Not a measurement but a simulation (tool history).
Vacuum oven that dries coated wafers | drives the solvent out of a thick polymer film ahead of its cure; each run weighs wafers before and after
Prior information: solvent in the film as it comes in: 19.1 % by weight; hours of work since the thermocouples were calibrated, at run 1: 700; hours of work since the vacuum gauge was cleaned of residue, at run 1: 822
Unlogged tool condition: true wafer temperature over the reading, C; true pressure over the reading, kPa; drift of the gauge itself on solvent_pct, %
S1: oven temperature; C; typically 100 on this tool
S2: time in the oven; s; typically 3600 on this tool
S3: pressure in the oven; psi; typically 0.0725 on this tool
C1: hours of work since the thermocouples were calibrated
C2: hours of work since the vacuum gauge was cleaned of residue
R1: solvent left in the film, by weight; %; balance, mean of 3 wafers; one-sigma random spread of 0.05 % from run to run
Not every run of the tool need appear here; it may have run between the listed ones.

run,hour,S1,S2,S3,C1,C2,R1
1,0.0,100,3600,0.0725,700,822,1.58
2,46.0,100,3600,0.0725,734,856,1.78
3,108.4,100,3600,0.0725,780,902,1.80
4,170.8,100,3600,0.0725,826,948,1.78
5,201.7,100,3600,0.0725,848,971,1.65
6,261.2,100,3600,0.0725,892,1014,1.70
7,307.9,93,3600,0.0725,926,1049,3.33
8,341.9,93,3600,0.0725,951,1074,3.36
9,399.5,93,3600,0.2339,994,1116,4.38
# hour 410.3: vacuum gauge cleaned of residue and calibrated
10,431.0,96,3600,0.2339,1016,15,3.67
11,470.7,109,3600,0.0725,1045,44,0.74
12,528.7,115,3600,0.0725,1087,87,0.36
13,584.4,100,3780,0.0725,1128,128,1.70
14,625.3,100,3780,0.0725,1158,158,1.76
15,658.7,100,3780,0.0725,1183,182,1.82
16,687.1,100,3600,0.0725,1204,203,1.97
# hour 736.1: oven's thermocouples calibrated
17,736.1,100,3600,0.0725,0,238,1.55
# hour 774.4: vacuum gauge cleaned of residue and calibrated, once more
18,794.8,100,3600,0.0725,42,15,1.35
19,840.1,107,2280,0.0725,75,48,1.58
20,887.3,113,2820,0.0457,110,83,0.49
21,933.7,113,2820,0.0457,144,117,0.42
22,985.6,86,1800,0.0457,182,155,8.70
23,1027.3,100,3600,0.1231,213,186,1.72
24,1083.9,107,4140,0.0479,254,227,0.41
25,1121.2,107,5160,0.0416,282,255,0.30
26,1164.6,107,5160,0.0416,314,287,0.22
27,1212.7,100,2820,0.0725,349,322,2.26
28,1253.2,100,2820,0.2290,379,352,3.15
29,1281.0,102,5220,0.0975,399,372,0.68
30,1310.0,99,3600,0.0947,421,393,1.78
31,1363.1,105,3240,0.0947,460,432,1.24
32,1393.4,105,3240,0.0947,482,455,1.15
33,1441.4,97,3540,0.2786,517,490,3.31
34,1482.0,114,4320,0.0718,547,520,0.25

Run 35, settings as shown, results not yet in. Your forecast:
35,1524.8,114,4320,0.0718,578,551,?

R1: 0.42 %
Minus the tool's unlogged condition, the same run would have read R1 0.36 %.
